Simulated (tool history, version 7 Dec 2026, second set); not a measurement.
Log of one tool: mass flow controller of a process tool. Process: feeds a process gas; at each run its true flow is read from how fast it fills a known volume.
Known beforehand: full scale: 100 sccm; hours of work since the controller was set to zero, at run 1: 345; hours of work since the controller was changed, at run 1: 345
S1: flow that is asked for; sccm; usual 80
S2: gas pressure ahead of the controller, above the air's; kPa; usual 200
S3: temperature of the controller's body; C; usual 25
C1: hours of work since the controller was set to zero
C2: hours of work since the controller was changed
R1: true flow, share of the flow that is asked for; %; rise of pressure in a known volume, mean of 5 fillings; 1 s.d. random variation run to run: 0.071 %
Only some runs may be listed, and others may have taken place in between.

run,hour,S1,S2,S3,C1,C2,R1
1,0,80,200,25,345,345,99.49
2,88.9,80,200,25,374,374,99.61
3,190.2,80,200,25,407,407,99.59
4,354,80,184,25,461,461,99.66
5,548.3,80,200,25,524,524,99.52
6,701.5,80,200,28,574,574,99.48
7,869.8,80,200,28,629,629,99.4
8,1031.6,80,200,28,682,682,99.31
9,1179.4,80,200,28,731,731,99.45
10,1348.9,80,200,28,786,786,99.4
11,1493.9,80,200,25,834,834,99.49
12,1678.4,80,200,25,894,894,99.59
13,1865.4,80,200,25,955,955,99.49
# hour 1881: controller's zero set anew
14,2027.4,80,200,25,48,1008,99.44
15,2186.1,80,200,25,100,1060,99.62
16,2276.1,80,200,25,129,1090,99.61
17,2436.7,80,200,25,182,1142,99.67
18,2632.7,80,200,25,246,1206,99.83
19,2805.4,80,200,25,303,1263,99.57
20,2942.8,80,200,25,348,1308,99.55
# hour 2996.9: controller's zero set anew, once more
21,3078.7,85,200,35,27,1352,98.79
22,3221.3,85,200,35,73,1399,98.68
23,3379.2,12,247,26,125,1451,97.77
24,3518.3,80,147,25,171,1496,99.01
25,3730.1,16,147,27,240,1565,97.62
26,3920.6,16,147,27,302,1628,97.82
27,4081.6,16,147,27,355,1680,97.78
28,4239.7,55,249,23,407,1732,98.88
29,4395.6,69,151,27,458,1783,98.69
30,4589.1,80,179,25,521,1847,99.08
31,4681.2,80,179,25,551,1877,98.96
32,4796,80,179,25,589,1914,99.19
33,4883.4,80,179,25,618,1943,98.9
34,5052.4,80,200,30,673,1998,98.86
35,5224.6,67,222,35,729,2055,98.37
36,5375.4,17,211,23,779,2104,98.53
37,5472.3,80,235,25,810,2136,99.15
38,5589.9,22,200,27,849,2174,98.26
39,5780.1,73,151,25,911,2236,98.72
40,5980.2,18,269,25,977,2302,98.64

4 options for the next run, each taken on its own from the tool as it stands now. Forecast them:
A,6191.5,27,200,25,1046,2371,?
B,6191.5,63,269,25,1046,2371,?
C,6191.5,18,212,25,1046,2371,?
D,6191.5,18,153,25,1046,2371,?

run,R1
A,98.36
B,98.88
C,98.62
D,98.53
What these runs would have given with no unlogged condition in the tool:
run,R1
A,98.32
B,99.31
C,98.17
D,98.09
